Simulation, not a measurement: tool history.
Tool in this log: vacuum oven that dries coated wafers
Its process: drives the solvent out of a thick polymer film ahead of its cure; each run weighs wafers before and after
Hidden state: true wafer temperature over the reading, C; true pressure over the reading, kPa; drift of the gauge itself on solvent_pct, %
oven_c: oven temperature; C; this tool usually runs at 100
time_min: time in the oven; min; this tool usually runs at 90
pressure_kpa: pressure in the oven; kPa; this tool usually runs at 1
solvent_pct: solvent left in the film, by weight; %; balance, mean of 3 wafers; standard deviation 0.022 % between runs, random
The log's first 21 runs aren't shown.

run	day	oven_c	time_min	pressure_kpa	hours of work since the thermocouples were calibrated	hours of work since the vacuum gauge was cleaned of residue	solvent_pct
# day 55.267: vacuum gauge cleaned of residue and calibrated, once more
22	57.646	100	90	3.44	742	33	3.62
23	61.671	100	90	3.44	797	88	3.61
24	64.717	89	149	0.75	839	130	3.45
25	68.204	89	149	0.75	887	178	3.45
26	70.446	89	149	0.75	917	208	3.42
# day 73.867: oven's thermocouples calibrated
27	73.867	100	143	1.09	0	254	1.55
28	75.671	111	158	1	25	279	0.36
29	77.538	100	87	1	50	305	3.32
30	80.921	110	137	1.33	97	351	0.54
31	83.958	110	105	0.57	139	393	0.73
32	86.562	110	105	0.57	174	428	0.71
33	88.754	90	60	1.87	204	459	8.47
34	91.917	96	47	0.99	248	502	7.57

What will run 35 give?
35	94.625	99	109	1.11	285	539	?

Logged for run 35: solvent_pct 2.65 %.
On a tool with no hidden condition, and with the same random variation, this run would have come out at solvent_pct 2.6 %.
